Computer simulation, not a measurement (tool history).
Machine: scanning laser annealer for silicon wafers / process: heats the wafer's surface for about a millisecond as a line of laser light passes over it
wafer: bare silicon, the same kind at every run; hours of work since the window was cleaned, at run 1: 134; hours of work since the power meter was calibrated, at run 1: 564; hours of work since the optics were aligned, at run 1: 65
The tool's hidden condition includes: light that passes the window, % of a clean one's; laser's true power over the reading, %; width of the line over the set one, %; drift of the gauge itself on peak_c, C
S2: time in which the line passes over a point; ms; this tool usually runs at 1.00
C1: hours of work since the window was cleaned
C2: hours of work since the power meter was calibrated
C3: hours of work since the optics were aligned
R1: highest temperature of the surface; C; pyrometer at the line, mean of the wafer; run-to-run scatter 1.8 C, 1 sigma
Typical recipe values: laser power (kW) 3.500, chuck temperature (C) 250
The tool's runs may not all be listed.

Run 1, hour 0.0: usual settings; C1 134; C2 564; C3 65. Result: R1 1073 C.
Run 2, hour 31.0: usual settings; C1 154; C2 585; C3 86. Result: R1 1074 C.
Run 3, hour 71.6: usual settings; C1 182; C2 612; C3 113. Result: R1 1072 C.
Run 4, hour 101.2: usual settings; C1 202; C2 632; C3 133. Result: R1 1077 C.
Run 5, hour 140.6: usual settings; C1 228; C2 659; C3 160. Result: R1 1074 C.
Run 6, hour 172.6: usual settings; C1 249; C2 680; C3 181. Result: R1 1070 C.
Run 7, hour 209.1: usual settings; C1 274; C2 704; C3 206. Result: R1 1077 C.
Run 8, hour 250.1: usual settings but laser power (kW) 3.232; C1 302; C2 732; C3 233. Result: R1 1004 C.
At hour 275.0: window over the wafer cleaned.
Run 9, hour 277.4: usual settings but laser power (kW) 3.232; C1 2; C2 749; C3 250. Result: R1 1003 C.
Run 10, hour 301.0: usual settings; C1 17; C2 765; C3 266. Result: R1 1067 C.
Run 11, hour 338.2: usual settings; C1 42; C2 790; C3 291. Result: R1 1074 C.
Run 12, hour 364.1: usual settings but S2 0.71 ms; C1 60; C2 807; C3 309. Result: R1 942 C.
Run 13, hour 398.1: usual settings but S2 0.71 ms; C1 83; C2 830; C3 331. Result: R1 940 C.
Run 14, hour 437.0: usual settings but S2 0.71 ms; C1 109; C2 856; C3 357. Result: R1 942 C.
Run 15, hour 476.8: usual settings but S2 0.87 ms; C1 135; C2 883; C3 384. Result: R1 1016 C.
Run 16, hour 507.3: usual settings but laser power (kW) 3.505, chuck temperature (C) 247; C1 156; C2 903; C3 405. Result: R1 1071 C.
Run 17, hour 527.1: usual settings but laser power (kW) 3.441, chuck temperature (C) 247; C1 169; C2 917; C3 418. Result: R1 1060 C.
Run 18, hour 545.7: usual settings but laser power (kW) 3.441, chuck temperature (C) 247; C1 182; C2 929; C3 430. Result: R1 1057 C.
Run 19, hour 581.8: usual settings but laser power (kW) 3.346, chuck temperature (C) 290; C1 206; C2 953; C3 455. Result: R1 1071 C.
Run 20, hour 625.3: usual settings but laser power (kW) 3.346, chuck temperature (C) 290; C1 235; C2 983; C3 484. Result: R1 1067 C.
Run 21, hour 662.6: usual settings but laser power (kW) 3.346, chuck temperature (C) 290; C1 260; C2 1008; C3 509. Result: R1 1076 C.
Run 22, hour 683.7: usual settings but laser power (kW) 3.553, S2 0.73 ms; C1 274; C2 1022; C3 523. Result: R1 963 C.
Run 23, hour 727.0: usual settings but laser power (kW) 3.553, S2 0.73 ms; C1 303; C2 1051; C3 552. Result: R1 960 C.
At hour 749.2: window over the wafer cleaned.
Run 24, hour 756.1: usual settings but laser power (kW) 3.382, chuck temperature (C) 274; C1 5; C2 1069; C3 570. Result: R1 1066 C.
Run 25, hour 774.6: usual settings but laser power (kW) 3.382, chuck temperature (C) 274; C1 17; C2 1081; C3 583. Result: R1 1064 C.
Run 26, hour 807.1: usual settings but laser power (kW) 3.347, chuck temperature (C) 258; C1 39; C2 1103; C3 605. Result: R1 1039 C.

Each row is a separate what-if for the run after 26, all from the same tool condition, not one after another. Results?
Run A, hour 845.8: usual settings but laser power (kW) 3.347, chuck temperature (C) 271; C1 65; C2 1129; C3 631. Result: R1 ?.
Run B, hour 845.8: usual settings but laser power (kW) 3.183, chuck temperature (C) 225; C1 65; C2 1129; C3 631. Result: R1 ?.
Run C, hour 845.8: usual settings but laser power (kW) 3.625, S2 1.01 ms, chuck temperature (C) 279; C1 65; C2 1129; C3 631. Result: R1 ?.

run    R1
  A  1056
  B   962
  C  1142
Stripped of hidden state, with their random variation kept, the same runs would have yielded:
run    R1
  A  1056
  B   963
  C  1142
